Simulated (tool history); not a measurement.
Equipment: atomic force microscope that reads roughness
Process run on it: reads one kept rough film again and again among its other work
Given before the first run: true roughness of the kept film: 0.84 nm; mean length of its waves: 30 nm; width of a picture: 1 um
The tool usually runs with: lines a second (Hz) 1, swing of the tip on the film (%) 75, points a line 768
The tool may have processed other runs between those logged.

run	hour	lines a second (Hz)	swing of the tip on the film (%)	points a line	roughness of the kept film (nm (root mean square))
1	0	1	75	768	0.763
2	33.6	1	75	768	0.748
3	62.1	1	75	768	0.74
4	86.8	1	75	768	0.727
5	114.8	1	75	706	0.715
# hour 153.6: new tip fitted
6	173.3	1	75	619	0.766
7	213.2	1	75	619	0.744
8	258.8	1	75	619	0.726
9	315.6	1	75	768	0.702
# hour 328.2: new tip fitted
10	355.3	1	75	768	0.757
11	382.8	1	59	768	0.78
12	419.9	1	75	768	0.737
13	470.5	1	75	768	0.713
# hour 502.8: new tip fitted
14	513	1	75	768	0.768
15	567.8	1	75	768	0.748
16	619.4	1	75	768	0.715
17	673.6	0.96	75	768	0.696
# hour 678.2: new tip fitted
18	723.2	0.96	75	768	0.761
19	761.1	0.96	75	768	0.743
20	795	0.96	75	768	0.732
21	833.8	1	87	768	0.676
# hour 854.1: new tip fitted
22	867.2	1	87	302	0.726
23	891.8	1	64	768	0.777
24	915.4	1	67	768	0.774
25	942.1	1	67	768	0.747
26	994.9	1	82	768	0.699
# hour 1027.8: new tip fitted
27	1037.5	1	71	274	0.769
28	1085.8	0.85	89	359	0.709
29	1140.1	1	82	768	0.717
30	1181.6	1.26	60	712	0.737
# hour 1202.6: new tip fitted
31	1218.8	1.26	60	712	0.795
32	1250.7	0.84	86	379	0.726
# hour 1256.4: height scale calibrated on a step standard
33	1282	0.84	86	379	0.727
34	1311.2	1.75	86	379	0.65
35	1369.3	1.75	86	379	0.631
# hour 1376.2: new tip fitted
36	1425.4	1.75	86	379	0.675
37	1484	1.75	86	379	0.649
38	1521.8	1.89	75	503	0.679
# hour 1526.8: height scale calibrated on a step standard, once more
# hour 1551.3: new tip fitted
39	1557.7	1.89	75	503	0.725
40	1602	1.89	75	503	0.702
41	1629.4	3.56	63	701	0.699
42	1657.4	1.09	68	400	0.734
43	1686.2	1.27	68	258	0.707
44	1713.1	1.27	68	258	0.702
# hour 1725.6: new tip fitted
45	1770.7	0.8	64	925	0.778
46	1798.8	1.1	87	378	0.688
47	1823.4	1.83	57	625	0.733
48	1864.8	0.71	68	625	0.729
# hour 1897.9: new tip fitted
49	1897.9	0.71	68	625	0.799

Here are 3 independent what-if runs from the current tool condition. What would each one return?
A	1946.7	0.71	61	625	?
B	1946.7	1.66	59	625	?
C	1946.7	1	55	768	?

run	roughness of the kept film (nm (root mean square))
A	0.771
B	0.766
C	0.789
With the hidden condition removed and each run's random variation left untouched, the same runs would have given:
run	roughness of the kept film (nm (root mean square))
A	0.792
B	0.787
C	0.81
